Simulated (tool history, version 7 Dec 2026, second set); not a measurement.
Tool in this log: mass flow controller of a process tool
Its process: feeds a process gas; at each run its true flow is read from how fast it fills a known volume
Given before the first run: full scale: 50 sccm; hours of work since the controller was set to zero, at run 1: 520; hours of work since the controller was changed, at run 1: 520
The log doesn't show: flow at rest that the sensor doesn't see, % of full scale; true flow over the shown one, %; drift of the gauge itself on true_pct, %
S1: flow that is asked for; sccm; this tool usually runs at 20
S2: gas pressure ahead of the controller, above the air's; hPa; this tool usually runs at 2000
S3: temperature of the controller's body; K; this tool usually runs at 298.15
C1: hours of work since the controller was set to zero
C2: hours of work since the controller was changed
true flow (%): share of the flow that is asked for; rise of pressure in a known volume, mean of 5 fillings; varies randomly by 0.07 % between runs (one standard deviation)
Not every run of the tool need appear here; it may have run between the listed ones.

run 1 hour=0.0 | S1=20 S2=2000 S3=298.15 | C1=520 C2=520 | true_flow_(%)=99.01
run 2 hour=93.3 | S1=20 S2=2000 S3=298.15 | C1=586 C2=586 | true_flow_(%)=98.92
run 3 hour=158.8 | S1=20 S2=2000 S3=298.15 | C1=633 C2=633 | true_flow_(%)=98.98
run 4 hour=197.4 | S1=20 S2=2000 S3=298.15 | C1=660 C2=660 | true_flow_(%)=98.94
run 5 hour=281.3 | S1=20 S2=2000 S3=298.15 | C1=720 C2=720 | true_flow_(%)=99.00
run 6 hour=345.2 | S1=20 S2=2000 S3=298.15 | C1=765 C2=765 | true_flow_(%)=98.96
run 7 hour=423.2 | S1=9 S2=2000 S3=298.15 | C1=821 C2=821 | true_flow_(%)=98.08
run 8 hour=487.1 | S1=9 S2=2000 S3=298.15 | C1=866 C2=866 | true_flow_(%)=98.09
run 9 hour=575.7 | S1=9 S2=2000 S3=298.15 | C1=930 C2=930 | true_flow_(%)=98.07
run 10 hour=641.5 | S1=9 S2=2000 S3=298.15 | C1=976 C2=976 | true_flow_(%)=97.90
run 11 hour=704.3 | S1=17 S2=2000 S3=298.15 | C1=1021 C2=1021 | true_flow_(%)=98.74
run 12 hour=782.7 | S1=20 S2=2000 S3=298.15 | C1=1077 C2=1077 | true_flow_(%)=98.94
run 13 hour=828.4 | S1=20 S2=2000 S3=298.15 | C1=1109 C2=1109 | true_flow_(%)=98.96
run 14 hour=915.2 | S1=20 S2=2140 S3=298.15 | C1=1171 C2=1171 | true_flow_(%)=99.01
run 15 hour=1003.5 | S1=20 S2=2140 S3=298.15 | C1=1234 C2=1234 | true_flow_(%)=98.83
run 16 hour=1095.1 | S1=20 S2=2140 S3=298.15 | C1=1299 C2=1299 | true_flow_(%)=99.00
run 17 hour=1143.9 | S1=20 S2=2140 S3=298.15 | C1=1334 C2=1334 | true_flow_(%)=98.90
run 18 hour=1210.9 | S1=20 S2=2140 S3=298.15 | C1=1382 C2=1382 | true_flow_(%)=98.99
run 19 hour=1251.7 | S1=20 S2=2140 S3=298.15 | C1=1411 C2=1411 | true_flow_(%)=98.95
run 20 hour=1327.5 | S1=20 S2=2000 S3=298.15 | C1=1465 C2=1465 | true_flow_(%)=98.92
run 21 hour=1380.0 | S1=20 S2=2000 S3=298.15 | C1=1502 C2=1502 | true_flow_(%)=98.84
run 22 hour=1454.8 | S1=20 S2=2000 S3=298.15 | C1=1556 C2=1556 | true_flow_(%)=98.74
run 23 hour=1515.3 | S1=20 S2=2000 S3=298.15 | C1=1599 C2=1599 | true_flow_(%)=98.64
run 24 hour=1595.4 | S1=20 S2=2000 S3=298.15 | C1=1656 C2=1656 | true_flow_(%)=98.88
run 25 hour=1639.9 | S1=15 S2=2430 S3=304.15 | C1=1687 C2=1687 | true_flow_(%)=98.26
run 26 hour=1700.7 | S1=20 S2=2000 S3=294.15 | C1=1731 C2=1731 | true_flow_(%)=99.07
run 27 hour=1741.5 | S1=20 S2=2000 S3=294.15 | C1=1760 C2=1760 | true_flow_(%)=99.03
run 28 hour=1784.6 | S1=20 S2=2000 S3=294.15 | C1=1790 C2=1790 | true_flow_(%)=99.02
run 29 hour=1852.0 | S1=15 S2=2090 S3=298.15 | C1=1838 C2=1838 | true_flow_(%)=98.42
-- hour=1856.9 controller's zero set anew
run 30 hour=1941.2 | S1=15 S2=1720 S3=298.15 | C1=60 C2=1902 | true_flow_(%)=97.84

Expected results for the next run?
run 31 hour=2033.4 | S1=20 S2=1460 S3=310.15 | C1=126 C2=1967 | true_flow_(%)=?

true flow (%): 97.51
Minus the tool's unlogged condition, the same run would have read true flow (%) 98.44.

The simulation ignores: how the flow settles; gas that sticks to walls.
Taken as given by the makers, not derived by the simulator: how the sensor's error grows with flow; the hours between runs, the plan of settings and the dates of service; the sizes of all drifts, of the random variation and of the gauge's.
